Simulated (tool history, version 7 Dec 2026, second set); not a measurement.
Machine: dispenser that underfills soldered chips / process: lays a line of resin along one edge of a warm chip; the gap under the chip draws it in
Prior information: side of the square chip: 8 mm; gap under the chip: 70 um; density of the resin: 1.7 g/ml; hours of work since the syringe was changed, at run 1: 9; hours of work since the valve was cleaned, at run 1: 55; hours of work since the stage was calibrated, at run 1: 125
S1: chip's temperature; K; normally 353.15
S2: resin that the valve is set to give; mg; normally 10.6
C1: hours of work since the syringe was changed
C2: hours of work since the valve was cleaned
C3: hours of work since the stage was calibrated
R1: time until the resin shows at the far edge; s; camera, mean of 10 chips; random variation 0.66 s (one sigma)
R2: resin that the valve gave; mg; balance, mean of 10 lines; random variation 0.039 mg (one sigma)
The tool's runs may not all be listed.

Run 1, day 0.000: usual settings; C1 9; C2 55; C3 125. Result: R1 131.1 s, R2 10.29 mg.
At day 0.150: new syringe of resin.
Run 2, day 0.158: usual settings; C1 0; C2 58; C3 127. Result: R1 62.3 s, R2 10.30 mg.
Run 3, day 0.379: usual settings but S2 13.6 mg; C1 4; C2 61; C3 131. Result: R1 78.7 s, R2 13.23 mg.
Run 4, day 0.575: usual settings but S2 13.6 mg; C1 7; C2 64; C3 134. Result: R1 100.9 s, R2 13.15 mg.
Run 5, day 0.775: usual settings but S2 11.5 mg; C1 10; C2 68; C3 137. Result: R1 131.1 s, R2 11.10 mg.
At day 0.904: dispensing valve cleaned and set on the balance.
At day 0.929: new syringe of resin.
Run 6, day 0.938: usual settings but S2 11.5 mg; C1 0; C2 0; C3 139. Result: R1 60.6 s, R2 11.51 mg.
Run 7, day 1.067: usual settings but S2 11.5 mg; C1 2; C2 2; C3 141. Result: R1 71.8 s, R2 11.52 mg.
Run 8, day 1.212: usual settings; C1 5; C2 5; C3 143. Result: R1 87.7 s, R2 10.61 mg.
Run 9, day 1.354: usual settings but S2 12.9 mg; C1 7; C2 7; C3 145. Result: R1 98.9 s, R2 12.95 mg.
Run 10, day 1.488: usual settings but S2 12.9 mg; C1 9; C2 9; C3 147. Result: R1 119.1 s, R2 12.90 mg.
At day 1.667: new syringe of resin.
Run 11, day 1.717: usual settings but S1 340.15 K; C1 1; C2 13; C3 151. Result: R1 100.8 s, R2 10.61 mg.
Run 12, day 1.908: usual settings but S1 340.15 K; C1 4; C2 16; C3 154. Result: R1 129.0 s, R2 10.60 mg.
Run 13, day 2.021: usual settings but S1 340.15 K; C1 6; C2 17; C3 156. Result: R1 150.9 s, R2 10.50 mg.
Run 14, day 2.188: usual settings but S1 340.15 K; C1 8; C2 20; C3 158. Result: R1 182.9 s, R2 10.56 mg.
Run 15, day 2.292: usual settings but S1 340.15 K; C1 10; C2 22; C3 160. Result: R1 208.9 s, R2 10.52 mg.
At day 2.400: new syringe of resin.
Run 16, day 2.438: usual settings; C1 1; C2 24; C3 162. Result: R1 63.7 s, R2 10.46 mg.
Run 17, day 2.558: usual settings; C1 3; C2 26; C3 164. Result: R1 74.0 s, R2 10.53 mg.
Run 18, day 2.725: usual settings; C1 5; C2 29; C3 167. Result: R1 91.1 s, R2 10.47 mg.
Run 19, day 2.938: usual settings; C1 9; C2 32; C3 170. Result: R1 116.4 s, R2 10.52 mg.
At day 3.142: new syringe of resin.
Run 20, day 3.158: usual settings; C1 0; C2 35; C3 174. Result: R1 64.8 s, R2 10.40 mg.
Run 21, day 3.338: usual settings but S1 341.15 K, S2 11.1 mg; C1 3; C2 38; C3 176. Result: R1 115.8 s, R2 10.92 mg.
Run 22, day 3.567: usual settings but S1 341.15 K, S2 11.1 mg; C1 7; C2 42; C3 180. Result: R1 157.2 s, R2 10.87 mg.
Run 23, day 3.721: usual settings but S1 340.15 K, S2 12.9 mg; C1 9; C2 44; C3 183. Result: R1 189.9 s, R2 12.66 mg.
Run 24, day 3.858: usual settings but S1 340.15 K, S2 12.9 mg; C1 11; C2 46; C3 185. Result: R1 226.2 s, R2 12.68 mg.
At day 3.888: new syringe of resin.
Run 25, day 4.088: usual settings but S1 367.15 K, S2 9.1 mg; C1 3; C2 50; C3 188. Result: R1 55.6 s, R2 8.93 mg.
Run 26, day 4.300: usual settings but S1 367.15 K, S2 9.1 mg; C1 7; C2 53; C3 192. Result: R1 72.9 s, R2 8.91 mg.
Run 27, day 4.521: usual settings but S1 345.15 K, S2 11.9 mg; C1 10; C2 57; C3 195. Result: R1 175.1 s, R2 11.60 mg.
At day 4.625: new syringe of resin.
Run 28, day 4.717: usual settings but S2 11.5 mg; C1 1; C2 60; C3 198. Result: R1 70.0 s, R2 11.23 mg.
Run 29, day 4.846: usual settings but S1 356.15 K, S2 10.5 mg; C1 3; C2 62; C3 200. Result: R1 76.7 s, R2 10.27 mg.
Run 30, day 4.950: usual settings but S1 352.15 K, S2 9.8 mg; C1 5; C2 64; C3 202. Result: R1 99.4 s, R2 9.50 mg.
Run 31, day 5.058: usual settings but S1 352.15 K, S2 9.8 mg; C1 7; C2 65; C3 204. Result: R1 116.1 s, R2 9.56 mg.
Run 32, day 5.238: usual settings but S1 343.15 K, S2 10.2 mg; C1 10; C2 68; C3 207. Result: R1 192.2 s, R2 9.90 mg.
At day 5.338: dispensing valve cleaned and set on the balance.
At day 5.404: new syringe of resin.
Run 33, day 5.450: usual settings but S1 366.15 K, S2 9.5 mg; C1 1; C2 2; C3 209. Result: R1 46.0 s, R2 9.46 mg.
Run 34, day 5.688: usual settings but S1 366.15 K, S2 9.5 mg; C1 5; C2 5; C3 213. Result: R1 60.9 s, R2 9.46 mg.
Run 35, day 5.921: usual settings but S1 366.15 K, S2 9.5 mg; C1 8; C2 9; C3 217. Result: R1 82.0 s, R2 9.43 mg.
Run 36, day 6.117: usual settings but S1 366.15 K, S2 9.5 mg; C1 11; C2 12; C3 220. Result: R1 104.6 s, R2 9.40 mg.

How the hidden state differs across the entries between the runs, from the last listed run before each to the first after it:
In the gap between runs 1 and 2: new syringe of resin (day 0.150)
  resin's viscosity, % of fresh resin's: 212.9 -> 101.2; dose that the valve gives, % of what is set: 97.42 -> 97.32; true chip temperature over the reading, C: -1.1 -> -1.12
  what was measured, less what the result would be without the hidden state, R1: +71.9 -> +3.2 s; R2: -0.27 -> -0.28 mg
In the gap between runs 5 and 6: dispensing valve cleaned and set on the balance (day 0.904); new syringe of resin (day 0.929)
  resin's viscosity, % of fresh resin's: 220.5 -> 99.3; dose that the valve gives, % of what is set: 96.9 -> 100.1; true chip temperature over the reading, C: -1.18 -> -1.19
  what was measured, less what the result would be without the hidden state, R1: +73.9 -> +1.7 s; R2: -0.35 -> +0.01 mg
In the gap between runs 10 and 11: new syringe of resin (day 1.667)
  resin's viscosity, % of fresh resin's: 198.3 -> 107.8; dose that the valve gives, % of what is set: 99.74 -> 99.6; true chip temperature over the reading, C: -1.24 -> -1.26
  what was measured, less what the result would be without the hidden state, R1: +61.5 -> +11.1 s; R2: -0.03 -> -0.04 mg
In the gap between runs 15 and 16: new syringe of resin (day 2.400)
  resin's viscosity, % of fresh resin's: 223.6 -> 102.2; dose that the valve gives, % of what is set: 99.21 -> 99.12; true chip temperature over the reading, C: -1.31 -> -1.33
  what was measured, less what the result would be without the hidden state, R1: +119.5 -> +4.0 s; R2: -0.08 -> -0.09 mg
In the gap between runs 19 and 20: new syringe of resin (day 3.142)
  resin's viscosity, % of fresh resin's: 192.2 -> 102.8; dose that the valve gives, % of what is set: 98.78 -> 98.64; true chip temperature over the reading, C: -1.37 -> -1.39
  what was measured, less what the result would be without the hidden state, R1: +58.7 -> +4.6 s; R2: -0.13 -> -0.15 mg
In the gap between runs 24 and 25: new syringe of resin (day 3.888)
  resin's viscosity, % of fresh resin's: 249 -> 128.4; dose that the valve gives, % of what is set: 98.16 -> 98.02; true chip temperature over the reading, C: -1.46 -> -1.48
  what was measured, less what the result would be without the hidden state, R1: +139.9 -> +14.5 s; R2: -0.24 -> -0.18 mg
In the gap between runs 27 and 28: new syringe of resin (day 4.625)
  resin's viscosity, % of fresh resin's: 222.2 -> 112.6; dose that the valve gives, % of what is set: 97.72 -> 97.58; true chip temperature over the reading, C: -1.52 -> -1.54
  what was measured, less what the result would be without the hidden state, R1: +100.4 -> +11.0 s; R2: -0.27 -> -0.28 mg
In the gap between runs 32 and 33: dispensing valve cleaned and set on the balance (day 5.338); new syringe of resin (day 5.404)
  resin's viscosity, % of fresh resin's: 217.3 -> 104.3; dose that the valve gives, % of what is set: 97.24 -> 99.92; true chip temperature over the reading, C: -1.59 -> -1.6
  what was measured, less what the result would be without the hidden state, R1: +108.9 -> +3.8 s; R2: -0.28 -> -0.01 mg
